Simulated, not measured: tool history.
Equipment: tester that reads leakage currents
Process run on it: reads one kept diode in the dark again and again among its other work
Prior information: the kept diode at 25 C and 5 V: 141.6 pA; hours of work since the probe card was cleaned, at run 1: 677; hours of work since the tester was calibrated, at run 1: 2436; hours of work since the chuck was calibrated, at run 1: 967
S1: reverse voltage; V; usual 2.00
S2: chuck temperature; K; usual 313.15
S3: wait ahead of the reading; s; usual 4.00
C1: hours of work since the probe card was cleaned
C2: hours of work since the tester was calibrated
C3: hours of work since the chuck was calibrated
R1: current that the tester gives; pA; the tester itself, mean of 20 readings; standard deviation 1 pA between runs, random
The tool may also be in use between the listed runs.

Run 1, hour 0.0: usual settings; C1 677; C2 2436; C3 967. Result: R1 362.73 pA.
At hour 120.7: chuck's temperature calibrated.
Run 2, hour 179.5: usual settings but S2 323.15 K; C1 777; C2 2537; C3 33. Result: R1 809.03 pA.
Run 3, hour 305.3: usual settings but S2 323.15 K; C1 848; C2 2608; C3 104. Result: R1 814.81 pA.
Run 4, hour 475.1: usual settings but S2 323.15 K; C1 944; C2 2704; C3 201. Result: R1 820.32 pA.
Run 5, hour 655.2: usual settings but S2 323.15 K; C1 1046; C2 2806; C3 303. Result: R1 829.57 pA.
At hour 735.4: chuck's temperature calibrated, once more.
Run 6, hour 754.0: usual settings but S2 323.15 K; C1 1101; C2 2861; C3 11. Result: R1 715.39 pA.
Run 7, hour 880.0: usual settings but S2 323.15 K; C1 1172; C2 2932; C3 82. Result: R1 724.73 pA.
At hour 946.1: probe card cleaned and baked.
Run 8, hour 1073.3: usual settings but S2 296.15 K; C1 72; C2 3040; C3 190. Result: R1 81.57 pA.
Run 9, hour 1261.7: usual settings but S2 296.15 K; C1 179; C2 3147; C3 296. Result: R1 82.93 pA.
Run 10, hour 1431.7: usual settings but S1 11.98 V; C1 275; C2 3243; C3 392. Result: R1 739.60 pA.
Run 11, hour 1606.4: usual settings but S1 6.46 V; C1 374; C2 3342; C3 491. Result: R1 573.33 pA.
Run 12, hour 1780.0: usual settings but S1 5.91 V; C1 472; C2 3440; C3 590. Result: R1 554.09 pA.
Run 13, hour 1924.7: usual settings but S3 1.70 s; C1 554; C2 3522; C3 671. Result: R1 350.13 pA.
Run 14, hour 2107.4: usual settings but S3 1.70 s; C1 657; C2 3625; C3 775. Result: R1 354.51 pA.
Run 15, hour 2225.6: usual settings but S3 1.70 s; C1 724; C2 3692; C3 842. Result: R1 354.13 pA.
Run 16, hour 2315.1: usual settings but S1 5.82 V, S2 328.15 K, S3 3.59 s; C1 775; C2 3743; C3 892. Result: R1 1738.86 pA.
Run 17, hour 2450.2: usual settings but S2 300.15 K, S3 9.41 s; C1 851; C2 3819; C3 969. Result: R1 125.48 pA.
At hour 2569.6: chuck's temperature calibrated.
Run 18, hour 2605.2: usual settings but S1 2.92 V, S2 297.15 K, S3 9.41 s; C1 938; C2 3906; C3 20. Result: R1 108.64 pA.

Run 19 comes next. What will it give?
Run 19, hour 2789.6: usual settings but S1 12.60 V, S3 1.41 s; C1 1042; C2 4010; C3 125. Result: R1 ?.

R1: 757.26 pA
Were there no unlogged condition in the tool, this run, its random variation unchanged, would have produced R1 726.88 pA.
